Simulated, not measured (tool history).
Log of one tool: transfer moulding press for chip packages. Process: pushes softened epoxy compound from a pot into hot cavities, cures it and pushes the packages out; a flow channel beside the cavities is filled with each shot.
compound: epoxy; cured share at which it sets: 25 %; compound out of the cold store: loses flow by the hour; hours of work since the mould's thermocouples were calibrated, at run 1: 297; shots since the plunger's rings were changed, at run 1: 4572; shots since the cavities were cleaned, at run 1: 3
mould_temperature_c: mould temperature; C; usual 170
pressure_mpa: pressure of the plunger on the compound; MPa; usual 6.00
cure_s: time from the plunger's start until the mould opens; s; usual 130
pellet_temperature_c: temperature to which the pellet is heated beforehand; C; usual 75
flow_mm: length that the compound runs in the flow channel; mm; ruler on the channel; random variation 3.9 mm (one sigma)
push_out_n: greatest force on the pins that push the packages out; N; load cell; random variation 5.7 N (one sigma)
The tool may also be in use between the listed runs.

run,hour,mould_temperature_c,pressure_mpa,cure_s,pellet_temperature_c,hours of work since the mould's thermocouples were calibrated,shots since the plunger's rings were changed,shots since the cavities were cleaned,incoming compound's hours out of the cold store,flow_mm,push_out_n
1,0.0,170,6.00,130,75,297,4572,3,28.5,759,211
2,4.9,170,6.00,130,75,300,4622,53,22.0,767,225
3,10.5,170,6.00,130,75,304,4677,108,13.9,784,224
# hour 23.3: plunger's sealing rings changed
4,23.8,170,6.00,130,75,312,6,217,29.6,807,262
5,32.1,170,6.00,130,77,318,89,300,11.6,859,264
6,40.0,170,4.93,130,75,323,168,379,11.6,775,277
7,45.8,170,6.00,130,75,327,226,437,44.6,768,277
8,57.1,170,7.27,130,75,335,339,550,41.9,850,291
9,62.2,170,7.27,130,75,339,391,602,35.6,863,300
# hour 67.4: cavities cleaned with cleaning compound and waxed
10,69.6,170,6.00,130,71,343,449,22,9.3,847,209
11,74.2,170,6.00,130,71,346,496,69,46.6,767,222
12,80.3,170,6.00,117,75,350,557,130,30.9,799,262
13,87.6,170,6.00,130,75,355,630,203,18.3,827,248
# hour 92.8: mould's thermocouples calibrated
14,99.4,170,6.00,130,73,5,728,301,24.1,815,268
15,107.6,170,6.00,130,75,10,810,383,29.9,797,289
16,113.0,170,6.00,130,75,14,864,437,33.3,786,288
17,118.1,171,4.51,147,68,18,915,488,23.1,702,279
18,124.3,173,4.51,134,68,22,978,551,26.8,680,287
19,132.0,170,6.00,123,75,27,1055,628,33.4,783,313
# hour 135.1: cavities cleaned with cleaning compound and waxed
20,142.6,170,6.00,123,75,34,1146,76,17.9,823,240
21,150.2,170,6.66,130,75,39,1223,153,39.7,809,244
22,156.2,175,5.10,130,75,43,1282,212,36.7,700,231
23,163.5,164,4.98,120,78,48,1355,285,21.9,767,410
24,169.1,164,4.98,120,78,52,1411,341,20.0,765,426
25,177.6,175,6.00,165,75,58,1496,426,28.2,776,264
26,187.7,173,6.00,130,75,65,1598,528,35.3,771,266
27,197.9,173,7.31,130,82,72,1700,630,29.3,860,275
# hour 200.4: cavities cleaned with cleaning compound and waxed
28,204.6,172,6.00,130,80,76,1752,42,18.2,811,208
29,212.2,172,6.00,130,80,81,1828,118,38.4,758,226

Some steps in flow_mm between neighbouring runs. How much of each would the tool show without its hidden state too (settings, what came in, random variation), and how much is left for the hidden state, with any gauge scatter that isn't in both results?
The hidden state here: true mould temperature over the reading, C; pressure that reaches the compound, % of what is set; grip of the stained cavities, % over clean ones'; drift of the gauge itself on flow_mm, %; drift of the gauge itself on push_out_n, %.
Run 3 -> 4: plunger's sealing rings changed. flow_mm +23 mm: hidden state +58, all else -35.
Run 18 -> 19: mould_temperature_c 173 -> 170, pressure_mpa 4.51 -> 6.00, cure_s 134 -> 123, pellet_temperature_c 68 -> 75. flow_mm +103 mm: hidden state -2, all else +105.
Run 21 -> 22: mould_temperature_c 170 -> 175, pressure_mpa 6.66 -> 5.10. flow_mm -109 mm: hidden state +1, all else -110.
Run 26 -> 27: pressure_mpa 6.00 -> 7.31, pellet_temperature_c 75 -> 82. flow_mm +89 mm: hidden state -4, all else +93.
